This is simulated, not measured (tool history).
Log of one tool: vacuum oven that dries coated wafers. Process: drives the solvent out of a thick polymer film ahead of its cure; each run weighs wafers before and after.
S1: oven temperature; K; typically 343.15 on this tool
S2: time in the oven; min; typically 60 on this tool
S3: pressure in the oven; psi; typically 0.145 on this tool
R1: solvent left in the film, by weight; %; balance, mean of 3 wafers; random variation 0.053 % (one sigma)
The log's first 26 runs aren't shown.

Run 27, day 51.962: usual settings but S1 340.15 K, S2 105 min, S3 0.344 psi. Result: R1 2.57 %.
Run 28, day 54.842: usual settings but S2 41 min, S3 0.09 psi. Result: R1 2.51 %.
Run 29, day 56.7: usual settings but S1 352.15 K, S2 41 min, S3 0.219 psi. Result: R1 1.67 %.
Run 30, day 59.708: usual settings but S1 352.15 K, S2 41 min, S3 0.219 psi. Result: R1 1.69 %.
At day 60.675: oven's thermocouples calibrated.
Run 31, day 61.988: usual settings but S1 352.15 K, S2 41 min, S3 0.219 psi. Result: R1 1.66 %.
Run 32, day 63.367: usual settings but S1 352.15 K, S2 44 min, S3 0.219 psi. Result: R1 1.46 %.
Run 33, day 65.138: usual settings but S1 354.15 K, S2 48 min, S3 0.219 psi. Result: R1 1.21 %.
Run 34, day 67.5: usual settings but S1 357.15 K, S3 0.112 psi. Result: R1 0.44 %.
Run 35, day 69.138: usual settings but S1 349.15 K, S3 0.107 psi. Result: R1 0.84 %.
Run 36, day 72.096: usual settings but S1 338.15 K, S2 44 min, S3 0.376 psi. Result: R1 5.18 %.
Run 37, day 74.792: usual settings but S2 38 min, S3 0.177 psi. Result: R1 3.36 %.
Run 38, day 77.538: usual settings but S1 335.15 K, S2 38 min, S3 0.177 psi. Result: R1 5.55 %.
Run 39, day 79.092: usual settings but S1 346.15 K, S2 46 min, S3 0.104 psi. Result: R1 1.72 %.
Run 40, day 80.704: usual settings but S2 31 min. Result: R1 4.13 %.

Run 41 is up next; what results do you expect?
Run 41, day 82.262: usual settings but S2 93 min, S3 0.125 psi. Result: R1 ?.

R1: 0.88 %
The same run, on a tool lacking any hidden state, would have yielded R1 0.86 %.
